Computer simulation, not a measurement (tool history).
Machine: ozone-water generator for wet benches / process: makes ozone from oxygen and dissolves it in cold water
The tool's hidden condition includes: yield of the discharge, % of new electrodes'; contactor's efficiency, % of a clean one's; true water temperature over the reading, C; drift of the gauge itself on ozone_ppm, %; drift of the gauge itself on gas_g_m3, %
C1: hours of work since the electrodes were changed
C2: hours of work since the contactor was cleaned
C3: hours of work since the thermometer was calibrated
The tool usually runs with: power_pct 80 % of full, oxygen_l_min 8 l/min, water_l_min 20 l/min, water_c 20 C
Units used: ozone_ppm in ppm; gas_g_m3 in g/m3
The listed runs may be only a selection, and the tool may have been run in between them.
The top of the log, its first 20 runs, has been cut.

{"run": 21, "hour": 1079.5, "power_pct": 80, "oxygen_l_min": 6.33, "water_l_min": 25, "water_c": 26, "C1": 895, "C2": 2090, "C3": 1439, "ozone_ppm": 19.5, "gas_g_m3": 249}
{"run": 22, "hour": 1156.8, "power_pct": 80, "oxygen_l_min": 8, "water_l_min": 19, "water_c": 12, "C1": 952, "C2": 2147, "C3": 1497, "ozone_ppm": 31.7, "gas_g_m3": 230.7}
{"run": 23, "hour": 1206.2, "power_pct": 80, "oxygen_l_min": 8, "water_l_min": 15, "water_c": 28, "C1": 989, "C2": 2184, "C3": 1533, "ozone_ppm": 26.3, "gas_g_m3": 226.8}
{"run": 24, "hour": 1268.8, "power_pct": 52, "oxygen_l_min": 8, "water_l_min": 15, "water_c": 12, "C1": 1036, "C2": 2230, "C3": 1580, "ozone_ppm": 27.4, "gas_g_m3": 168.9}
{"run": 25, "hour": 1337.3, "power_pct": 52, "oxygen_l_min": 8, "water_l_min": 15, "water_c": 12, "C1": 1086, "C2": 2281, "C3": 1631, "ozone_ppm": 27.5, "gas_g_m3": 168.6}
{"run": 26, "hour": 1397.8, "power_pct": 52, "oxygen_l_min": 8, "water_l_min": 14, "water_c": 12, "C1": 1131, "C2": 2326, "C3": 1676, "ozone_ppm": 28.5, "gas_g_m3": 170.1}
{"hour": 1461.2, "done": "contactor cleaned"}
{"run": 27, "hour": 1476.5, "power_pct": 52, "oxygen_l_min": 8, "water_l_min": 14, "water_c": 12, "C1": 1187, "C2": 11, "C3": 1731, "ozone_ppm": 28.4, "gas_g_m3": 169.8}
{"run": 28, "hour": 1518.2, "power_pct": 52, "oxygen_l_min": 8, "water_l_min": 14, "water_c": 12, "C1": 1218, "C2": 42, "C3": 1762, "ozone_ppm": 28.3, "gas_g_m3": 171.6}
{"run": 29, "hour": 1559.0, "power_pct": 80, "oxygen_l_min": 8, "water_l_min": 28, "water_c": 21, "C1": 1248, "C2": 73, "C3": 1792, "ozone_ppm": 20.2, "gas_g_m3": 229.4}
{"run": 30, "hour": 1625.9, "power_pct": 80, "oxygen_l_min": 8, "water_l_min": 28, "water_c": 21, "C1": 1298, "C2": 122, "C3": 1842, "ozone_ppm": 20.3, "gas_g_m3": 231.7}
{"run": 31, "hour": 1663.2, "power_pct": 80, "oxygen_l_min": 8, "water_l_min": 28, "water_c": 21, "C1": 1325, "C2": 150, "C3": 1870, "ozone_ppm": 20.3, "gas_g_m3": 230.6}
{"run": 32, "hour": 1704.7, "power_pct": 94, "oxygen_l_min": 7.28, "water_l_min": 13, "water_c": 20, "C1": 1356, "C2": 181, "C3": 1900, "ozone_ppm": 38.5, "gas_g_m3": 269}

Consider 3 possible next runs. They are alternatives, not a sequence: every one starts from the tool as it was left by run 32. What does each give?
{"hour": 1736.6, "done": "gauge calibrated"}
{"run": "A", "hour": 1756.3, "power_pct": 94, "oxygen_l_min": 7.28, "water_l_min": 12, "water_c": 27, "C1": 1394, "C2": 219, "C3": 1939, "ozone_ppm": "?", "gas_g_m3": "?"}
{"hour": 1736.6, "done": "gauge calibrated"}
{"run": "B", "hour": 1756.3, "power_pct": 49, "oxygen_l_min": 10.59, "water_l_min": 18, "water_c": 20, "C1": 1394, "C2": 219, "C3": 1939, "ozone_ppm": "?", "gas_g_m3": "?"}
{"hour": 1736.6, "done": "gauge calibrated"}
{"run": "C", "hour": 1756.3, "power_pct": 49, "oxygen_l_min": 6.18, "water_l_min": 32, "water_c": 20, "C1": 1394, "C2": 219, "C3": 1939, "ozone_ppm": "?", "gas_g_m3": "?"}

run=A ozone_ppm=34 gas_g_m3=261.3
run=B ozone_ppm=20.4 gas_g_m3=144.2
run=C ozone_ppm=12.4 gas_g_m3=174
Had the tool no hidden state, the same runs would have come out as:
run=A ozone_ppm=34 gas_g_m3=261.4
run=B ozone_ppm=20.4 gas_g_m3=144.2
run=C ozone_ppm=12.4 gas_g_m3=174

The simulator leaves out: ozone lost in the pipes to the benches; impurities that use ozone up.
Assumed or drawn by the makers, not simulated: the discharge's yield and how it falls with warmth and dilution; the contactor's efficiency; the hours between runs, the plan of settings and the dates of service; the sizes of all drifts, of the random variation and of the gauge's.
